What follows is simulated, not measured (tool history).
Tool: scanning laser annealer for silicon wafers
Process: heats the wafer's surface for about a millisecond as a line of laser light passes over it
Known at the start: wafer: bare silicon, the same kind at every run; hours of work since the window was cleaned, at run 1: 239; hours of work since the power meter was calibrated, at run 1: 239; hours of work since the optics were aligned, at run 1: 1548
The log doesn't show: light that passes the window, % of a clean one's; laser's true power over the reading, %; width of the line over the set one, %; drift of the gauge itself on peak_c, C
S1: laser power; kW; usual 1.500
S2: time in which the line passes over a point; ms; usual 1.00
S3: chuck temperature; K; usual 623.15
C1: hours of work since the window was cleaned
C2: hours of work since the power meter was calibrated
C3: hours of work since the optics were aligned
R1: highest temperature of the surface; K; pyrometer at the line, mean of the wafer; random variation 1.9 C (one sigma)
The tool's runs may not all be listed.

run,day,S1,S2,S3,C1,C2,C3,R1
1,0.000,1.500,1.00,623.15,239,239,1548,1315.15
2,0.488,1.500,1.00,623.15,247,247,1556,1318.15
3,1.004,1.500,1.12,623.15,255,255,1565,1357.15
4,1.617,1.500,1.12,623.15,265,265,1574,1354.15
5,1.917,1.500,1.12,623.15,270,270,1579,1354.15
6,2.221,1.500,1.12,623.15,275,275,1584,1350.15
7,2.862,1.500,1.12,623.15,285,285,1594,1353.15
8,3.404,1.500,1.12,623.15,294,294,1603,1351.15
9,3.917,1.500,1.12,623.15,302,302,1611,1348.15
10,4.283,1.500,1.00,623.15,308,308,1617,1314.15
11,4.812,1.500,1.00,597.15,316,316,1625,1281.15
12,5.450,1.500,1.00,597.15,326,326,1636,1283.15
13,5.896,1.500,1.00,623.15,333,333,1643,1309.15
14,6.538,1.500,1.00,623.15,344,344,1653,1309.15
15,7.096,1.500,1.00,623.15,353,353,1662,1306.15
16,7.412,1.336,1.00,623.15,358,358,1667,1211.15
17,7.967,1.500,1.00,623.15,367,367,1676,1302.15
18,8.379,1.500,0.89,623.15,373,373,1682,1269.15
19,8.675,1.500,0.86,623.15,378,378,1687,1258.15
20,9.279,1.500,0.86,623.15,388,388,1697,1258.15
21,9.775,1.470,0.80,592.15,395,395,1705,1186.15
22,10.371,1.470,0.80,592.15,405,405,1714,1185.15
23,11.000,1.510,0.73,655.15,415,415,1724,1243.15
24,11.671,1.510,0.73,655.15,426,426,1735,1239.15
25,12.254,1.315,1.16,585.15,435,435,1744,1198.15
26,12.742,1.315,1.16,585.15,443,443,1752,1197.15
27,13.100,1.315,1.21,594.15,449,449,1758,1218.15
28,13.417,1.315,1.21,594.15,454,454,1763,1218.15
# day 14.138: window over the wafer cleaned
29,14.217,1.560,1.05,591.15,1,465,1774,1355.15
30,14.704,1.587,0.95,591.15,9,473,1782,1335.15
31,15.354,1.496,1.16,596.15,20,483,1793,1349.15
32,16.000,1.617,1.16,631.15,30,494,1803,1464.15
33,16.617,1.617,1.16,631.15,40,504,1813,1461.15
34,16.983,1.617,1.16,631.15,46,509,1819,1465.15
35,17.550,1.617,1.16,631.15,55,518,1828,1460.15
36,18.025,1.318,0.89,623.15,62,526,1835,1186.15
37,18.462,1.500,1.07,587.15,69,533,1842,1312.15

Measured less the same run without the tool's hidden state. The same run-to-run variation is in both; the gauge's scatter may not be:
run,R1
1,-42.00
2,-42.00
3,-46.00
4,-47.00
5,-48.00
6,-48.00
7,-49.00
8,-50.00
9,-51.00
10,-48.00
11,-50.00
12,-51.00
13,-51.00
14,-52.00
15,-53.00
16,-46.00
17,-54.00
18,-52.00
19,-51.00
20,-52.00
21,-50.00
22,-51.00
23,-51.00
24,-52.00
25,-55.00
26,-55.00
27,-58.00
28,-58.00
29,-30.00
30,-29.00
31,-32.00
32,-36.00
33,-37.00
34,-37.00
35,-39.00
36,-27.00
37,-35.00
